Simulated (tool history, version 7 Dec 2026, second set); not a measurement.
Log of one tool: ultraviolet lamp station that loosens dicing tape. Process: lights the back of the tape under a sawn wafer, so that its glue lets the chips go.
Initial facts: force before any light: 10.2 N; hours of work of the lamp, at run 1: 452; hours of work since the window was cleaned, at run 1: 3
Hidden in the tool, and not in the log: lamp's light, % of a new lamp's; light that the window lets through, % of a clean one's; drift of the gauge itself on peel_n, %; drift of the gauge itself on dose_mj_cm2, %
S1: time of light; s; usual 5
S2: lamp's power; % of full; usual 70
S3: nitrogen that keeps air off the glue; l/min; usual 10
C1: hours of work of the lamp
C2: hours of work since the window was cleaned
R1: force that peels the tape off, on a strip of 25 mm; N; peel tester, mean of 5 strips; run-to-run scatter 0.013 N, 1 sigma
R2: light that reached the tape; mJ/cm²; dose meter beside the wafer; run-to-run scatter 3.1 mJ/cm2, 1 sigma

Run 1, hour 0.0: usual settings; C1 452; C2 3. Result: R1 0.656 N, R2 465 mJ/cm².
Run 2, hour 38.6: usual settings but S3 5 l/min; C1 479; C2 29. Result: R1 1.028 N, R2 450 mJ/cm².
Run 3, hour 96.7: usual settings but S3 5 l/min; C1 519; C2 70. Result: R1 1.058 N, R2 446 mJ/cm².
Run 4, hour 142.0: usual settings but S3 5 l/min; C1 551; C2 102. Result: R1 1.127 N, R2 434 mJ/cm².
Run 5, hour 184.8: usual settings but S3 5 l/min; C1 581; C2 131. Result: R1 1.141 N, R2 424 mJ/cm².
Run 6, hour 238.6: usual settings but S1 2 s, S3 5 l/min; C1 618; C2 169. Result: R1 4.226 N, R2 169 mJ/cm².
Run 7, hour 262.8: usual settings; C1 635; C2 186. Result: R1 0.864 N, R2 417 mJ/cm².
Run 8, hour 301.2: usual settings; C1 662; C2 213. Result: R1 0.864 N, R2 405 mJ/cm².
At hour 322.1: window cleaned of glue's vapour.
Run 9, hour 346.7: usual settings; C1 693; C2 17. Result: R1 1.043 N, R2 377 mJ/cm².
Run 10, hour 390.7: usual settings but S1 3 s; C1 724; C2 48. Result: R1 2.593 N, R2 219 mJ/cm².
Run 11, hour 445.3: usual settings but S3 4 l/min; C1 762; C2 86. Result: R1 1.847 N, R2 360 mJ/cm².
Run 12, hour 477.7: usual settings but S2 97 % of full, S3 4 l/min; C1 784; C2 108. Result: R1 1.018 N, R2 489 mJ/cm².
At hour 508.2: window cleaned of glue's vapour, once more.
Run 13, hour 527.6: usual settings but S1 8 s, S3 4 l/min; C1 819; C2 14. Result: R1 0.437 N, R2 698 mJ/cm².
Run 14, hour 576.3: usual settings but S1 2 s, S2 91 % of full, S3 8 l/min; C1 853; C2 47. Result: R1 2.797 N, R2 222 mJ/cm².
Run 15, hour 603.3: usual settings but S1 8 s, S2 88 % of full; C1 872; C2 66. Result: R1 0.183 N, R2 857 mJ/cm².
Run 16, hour 630.2: usual settings but S1 8 s, S2 88 % of full; C1 890; C2 85. Result: R1 0.178 N, R2 853 mJ/cm².
Run 17, hour 675.7: usual settings but S1 8 s, S2 88 % of full; C1 922; C2 117. Result: R1 0.184 N, R2 824 mJ/cm².
Run 18, hour 707.0: usual settings but S2 74 % of full, S3 6 l/min; C1 944; C2 139. Result: R1 1.014 N, R2 430 mJ/cm².
Run 19, hour 742.0: usual settings but S2 69 % of full, S3 13 l/min; C1 968; C2 163. Result: R1 0.836 N, R2 397 mJ/cm².
Run 20, hour 791.8: usual settings but S2 69 % of full, S3 5 l/min; C1 1003; C2 198. Result: R1 1.437 N, R2 384 mJ/cm².
At hour 832.6: window cleaned of glue's vapour.
Run 21, hour 839.5: usual settings but S1 9 s, S3 20 l/min; C1 1036; C2 5. Result: R1 0.184 N, R2 757 mJ/cm².
Run 22, hour 883.5: usual settings but S1 9 s, S3 6 l/min; C1 1067; C2 35. Result: R1 0.291 N, R2 757 mJ/cm².

Each row is a separate what-if for the run after 22, all from the same tool condition, not one after another. Results?
Run A, hour 913.1: usual settings but S1 3 s, S3 3 l/min; C1 1087; C2 56. Result: R1 ?, R2 ?.
Run B, hour 913.1: usual settings but S1 6 s, S3 8 l/min; C1 1087; C2 56. Result: R1 ?, R2 ?.
Run C, hour 913.1: usual settings but S2 84 % of full, S3 3 l/min; C1 1087; C2 56. Result: R1 ?, R2 ?.

run     R1   R2
  A  3.364  244
  B  0.616  498
  C  1.132  496
With the hidden condition removed and each run's random variation left untouched, the same runs would have given:
run     R1   R2
  A  2.775  288
  B  0.419  586
  C  0.802  584
